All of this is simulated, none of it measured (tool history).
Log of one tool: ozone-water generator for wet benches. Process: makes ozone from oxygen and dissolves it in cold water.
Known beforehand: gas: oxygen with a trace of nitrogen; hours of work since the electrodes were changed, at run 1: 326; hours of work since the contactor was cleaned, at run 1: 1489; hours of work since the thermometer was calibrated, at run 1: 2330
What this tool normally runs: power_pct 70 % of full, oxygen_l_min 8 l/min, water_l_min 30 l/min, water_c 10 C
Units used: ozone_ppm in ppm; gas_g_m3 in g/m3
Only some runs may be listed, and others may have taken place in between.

run	hour	power_pct	oxygen_l_min	water_l_min	water_c	hours of work since the electrodes were changed	hours of work since the contactor was cleaned	hours of work since the thermometer was calibrated	ozone_ppm	gas_g_m3
1	0	70	8	30	10	326	1489	2330	24.6	263.1
2	54.9	70	8	30	10	378	1541	2382	24.2	261.5
3	108.1	70	8	30	10	428	1592	2432	24.5	259.3
4	151.5	53	8	30	10	470	1633	2474	21.1	227.7
5	197.6	53	8	30	10	513	1677	2517	21	225.7
6	222.7	70	8	30	8	537	1701	2541	25	259.5
7	252.5	70	8	30	8	565	1729	2570	24.9	259.1
8	282.4	70	8	23	8	594	1757	2598	32.4	259.5
9	320.6	70	8	23	8	630	1794	2634	32.5	260.3
10	354.6	70	8.96	30	10	662	1826	2667	23.8	240.7
11	385.7	70	8.96	30	10	692	1856	2696	24	241.3

Expected results for the next run?
12	412.9	70	8.96	30	10	718	1881	2722	?	?

Run 12 produced ozone_ppm 23.8 ppm, gas_g_m3 238.3 g/m3.
With no hidden state in the tool, this same run would have given ozone_ppm 25.3 ppm, gas_g_m3 245.2 g/m3.

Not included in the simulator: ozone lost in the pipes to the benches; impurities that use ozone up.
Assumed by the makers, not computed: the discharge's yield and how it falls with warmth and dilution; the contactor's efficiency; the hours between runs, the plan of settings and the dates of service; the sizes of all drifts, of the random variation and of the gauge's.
